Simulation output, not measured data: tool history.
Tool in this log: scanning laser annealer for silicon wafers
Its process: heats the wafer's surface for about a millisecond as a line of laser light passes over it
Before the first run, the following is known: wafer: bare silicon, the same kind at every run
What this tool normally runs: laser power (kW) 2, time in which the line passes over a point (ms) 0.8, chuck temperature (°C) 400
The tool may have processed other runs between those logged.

run	hour	laser power (kW)	time in which the line passes over a point (ms)	chuck temperature (°C)	highest temperature of the surface (°C)
1	0	2	0.8	400	1096
2	26	2	0.8	400	1091
3	61.4	2	0.8	400	1094
4	123	2	0.8	400	1091
5	174.9	1.876	0.8	400	1049
6	212.3	2.102	0.8	400	1115
7	257.3	2.102	0.8	400	1119
8	309.9	2	0.8	400	1084
9	372.1	1.938	0.8	400	1057
# hour 415.2: window over the wafer cleaned
10	425.4	2	0.8	400	1103
11	481.8	2	0.875	400	1136
12	535.3	2	0.875	400	1132
# hour 584.2: optics aligned, line set to its width
13	592.8	2	0.8	361	1067
14	639.1	2	0.8	361	1071
15	683.7	2	0.8	430	1138
16	709.1	2	0.8	430	1139
17	734.8	2	0.738	400	1080
18	791.3	2	0.738	400	1075
19	844.7	2.153	0.738	400	1121
20	879.8	2	1	400	1180
21	909.3	2	1	400	1177
22	940.7	1.918	0.639	366	968
23	972.6	2	0.953	425	1187
24	1021.9	2	0.924	400	1141
25	1049.3	2.146	0.934	373	1176
26	1090.3	2.146	0.934	373	1170
27	1122.7	1.851	0.989	411	1120
28	1162	1.702	0.576	437	941
29	1217.8	1.802	0.578	436	969
30	1252.1	2	0.79	400	1081
# hour 1286.8: window over the wafer cleaned
31	1290.6	2	0.79	400	1107
32	1325.5	2	0.677	437	1094
33	1355.5	2	0.677	437	1091
34	1383.9	2	0.8	386	1096
35	1423.2	1.743	0.649	400	961
36	1483.6	1.97	0.659	397	1029
37	1524.8	2.051	0.659	397	1052
38	1558	2.051	0.659	397	1048
39	1589.4	2	0.697	400	1052
40	1635.3	1.867	0.611	400	976

A few steps of highest temperature of the surface (°C) between consecutive runs. Split each: what settings, incoming material and random variation would produce without the hidden state, and what is left over for the hidden state, along with gauge scatter present in only one of the two compared results (measured, and without hidden state):
Hidden state at play: light that passes the window, % of a clean one's; laser's true power over the reading, %; width of the line over the set one, %; drift of the gauge itself on peak_c, C.
Run 9 -> 10: laser power (kW) 1.938 -> 2, window over the wafer cleaned. highest temperature of the surface (°C) +46: hidden state +25, all else +21.
Run 12 -> 13: time in which the line passes over a point (ms) 0.875 -> 0.8, chuck temperature (°C) 400 -> 361, optics aligned, line set to its width. highest temperature of the surface (°C) -65: hidden state +10, all else -75.
Run 21 -> 22: laser power (kW) 2 -> 1.918, time in which the line passes over a point (ms) 1 -> 0.639, chuck temperature (°C) 400 -> 366. highest temperature of the surface (°C) -209: hidden state +2, all else -211.
Run 22 -> 23: laser power (kW) 1.918 -> 2, time in which the line passes over a point (ms) 0.639 -> 0.953, chuck temperature (°C) 366 -> 425. highest temperature of the surface (°C) +219: hidden state -5, all else +224.
Run 27 -> 28: laser power (kW) 1.851 -> 1.702, time in which the line passes over a point (ms) 0.989 -> 0.576, chuck temperature (°C) 411 -> 437. highest temperature of the surface (°C) -179: hidden state +7, all else -186.
Run 30 -> 31: window over the wafer cleaned. highest temperature of the surface (°C) +26: hidden state +27, all else -1.

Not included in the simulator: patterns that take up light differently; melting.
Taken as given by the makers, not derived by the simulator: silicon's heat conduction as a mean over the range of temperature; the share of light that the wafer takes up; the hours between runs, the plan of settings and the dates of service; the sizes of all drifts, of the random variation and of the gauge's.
